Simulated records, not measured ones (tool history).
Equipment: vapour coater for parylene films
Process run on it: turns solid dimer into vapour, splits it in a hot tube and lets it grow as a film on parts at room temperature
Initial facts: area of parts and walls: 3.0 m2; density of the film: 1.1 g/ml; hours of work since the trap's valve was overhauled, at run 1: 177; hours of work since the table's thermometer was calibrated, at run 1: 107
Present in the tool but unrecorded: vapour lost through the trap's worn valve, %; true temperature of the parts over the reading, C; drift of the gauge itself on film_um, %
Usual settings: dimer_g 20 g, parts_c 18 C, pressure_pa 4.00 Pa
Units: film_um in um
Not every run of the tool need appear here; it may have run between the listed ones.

| run | hour | dimer_g | parts_c | pressure_pa | hours of work since the trap's valve was overhauled | hours of work since the table's thermometer was calibrated | film_um |
|---|---|---|---|---|---|---|---|
| 1 | 0.0 | 20 | 18 | 4.00 | 177 | 107 | 4.35 |
| 2 | 41.6 | 20 | 18 | 4.00 | 213 | 143 | 4.39 |
|  | 89.9 | trap's valve overhauled |
| 3 | 95.7 | 20 | 18 | 4.00 | 5 | 186 | 4.87 |
| 4 | 139.1 | 20 | 18 | 4.00 | 43 | 224 | 4.80 |
| 5 | 165.2 | 20 | 18 | 4.00 | 65 | 246 | 4.78 |
| 6 | 214.0 | 20 | 18 | 3.01 | 108 | 289 | 4.83 |
| 7 | 252.8 | 20 | 18 | 3.01 | 141 | 322 | 4.78 |
| 8 | 301.5 | 20 | 18 | 4.00 | 183 | 364 | 4.46 |
| 9 | 325.9 | 20 | 18 | 4.00 | 204 | 386 | 4.41 |
|  | 381.1 | trap's valve overhauled |
| 10 | 386.7 | 20 | 15 | 4.00 | 5 | 435 | 5.68 |
| 11 | 434.4 | 20 | 18 | 3.99 | 46 | 476 | 4.78 |
| 12 | 467.4 | 22 | 18 | 4.00 | 75 | 505 | 5.20 |
| 13 | 493.1 | 20 | 18 | 2.15 | 97 | 527 | 5.17 |
| 14 | 550.8 | 20 | 18 | 2.15 | 147 | 577 | 5.14 |
| 15 | 593.4 | 20 | 18 | 4.00 | 184 | 614 | 4.46 |
| 16 | 651.5 | 20 | 18 | 4.00 | 234 | 664 | 4.40 |
|  | 672.3 | trap's valve overhauled |
| 17 | 687.4 | 20 | 18 | 4.00 | 13 | 692 | 4.85 |
| 18 | 730.0 | 20 | 18 | 4.00 | 50 | 729 | 4.81 |
| 19 | 788.2 | 20 | 23 | 4.00 | 100 | 779 | 3.71 |
| 20 | 847.5 | 20 | 23 | 4.00 | 152 | 830 | 3.60 |
| 21 | 877.0 | 20 | 28 | 9.25 | 177 | 856 | 2.43 |
| 22 | 929.0 | 20 | 15 | 11.03 | 222 | 901 | 4.28 |
|  | 968.4 | trap's valve overhauled |
| 23 | 981.6 | 20 | 15 | 11.03 | 11 | 943 | 4.93 |
| 24 | 1038.2 | 10 | 27 | 6.31 | 60 | 992 | 1.47 |
| 25 | 1083.4 | 10 | 27 | 6.31 | 100 | 1031 | 1.45 |
| 26 | 1115.5 | 10 | 27 | 6.31 | 127 | 1059 | 1.42 |
| 27 | 1166.2 | 10 | 27 | 6.31 | 171 | 1103 | 1.41 |
| 28 | 1192.8 | 20 | 16 | 10.07 | 194 | 1126 | 4.25 |
| 29 | 1219.5 | 11 | 11 | 8.46 | 217 | 1149 | 2.90 |
|  | 1262.6 | trap's valve overhauled |
| 30 | 1279.9 | 29 | 13 | 5.39 | 15 | 1198 | 8.54 |
| 31 | 1334.3 | 15 | 13 | 5.39 | 62 | 1245 | 4.38 |
| 32 | 1360.8 | 20 | 18 | 4.09 | 85 | 1268 | 4.84 |
| 33 | 1396.9 | 18 | 24 | 2.87 | 116 | 1299 | 3.34 |
| 34 | 1423.5 | 11 | 18 | 3.67 | 139 | 1322 | 2.62 |
| 35 | 1476.4 | 25 | 12 | 4.00 | 185 | 1368 | 6.63 |
| 36 | 1533.0 | 20 | 18 | 2.66 | 234 | 1417 | 4.77 |
|  | 1554.6 | trap's valve overhauled |
| 37 | 1579.3 | 18 | 27 | 3.00 | 21 | 1454 | 3.07 |

What differs in the tool's unlogged condition from the final listed run ahead of each entry between runs to the first listed run following it?
From run 2 to run 3: trap's valve overhauled (hour 89.9)
  vapour lost through the trap's worn valve, %: 11.9 -> 0.6; true temperature of the parts over the reading, C: 0 -> -0.02
  measured value less the no-hidden-state value, film_um: -0.59 -> -0.03 um
From run 9 to run 10: trap's valve overhauled (hour 381.1)
  vapour lost through the trap's worn valve, %: 10.6 -> 0.4; true temperature of the parts over the reading, C: -0.14 -> -0.18
  measured value less the no-hidden-state value, film_um: -0.49 -> +0.03 um
From run 16 to run 17: trap's valve overhauled (hour 672.3)
  vapour lost through the trap's worn valve, %: 12.1 -> 1.4; true temperature of the parts over the reading, C: -0.31 -> -0.33
  measured value less the no-hidden-state value, film_um: -0.53 -> +0.00 um
From run 22 to run 23: trap's valve overhauled (hour 968.4)
  vapour lost through the trap's worn valve, %: 11.9 -> 0.9; true temperature of the parts over the reading, C: -0.46 -> -0.48
  measured value less the no-hidden-state value, film_um: -0.47 -> +0.07 um
From run 29 to run 30: trap's valve overhauled (hour 1262.6)
  vapour lost through the trap's worn valve, %: 11.2 -> 1.2; true temperature of the parts over the reading, C: -0.61 -> -0.63
  measured value less the no-hidden-state value, film_um: -0.37 -> -0.10 um
From run 36 to run 37: trap's valve overhauled (hour 1554.6)
  vapour lost through the trap's worn valve, %: 11.9 -> 1.6; true temperature of the parts over the reading, C: -0.76 -> -0.79
  measured value less the no-hidden-state value, film_um: -0.44 -> +0.07 um
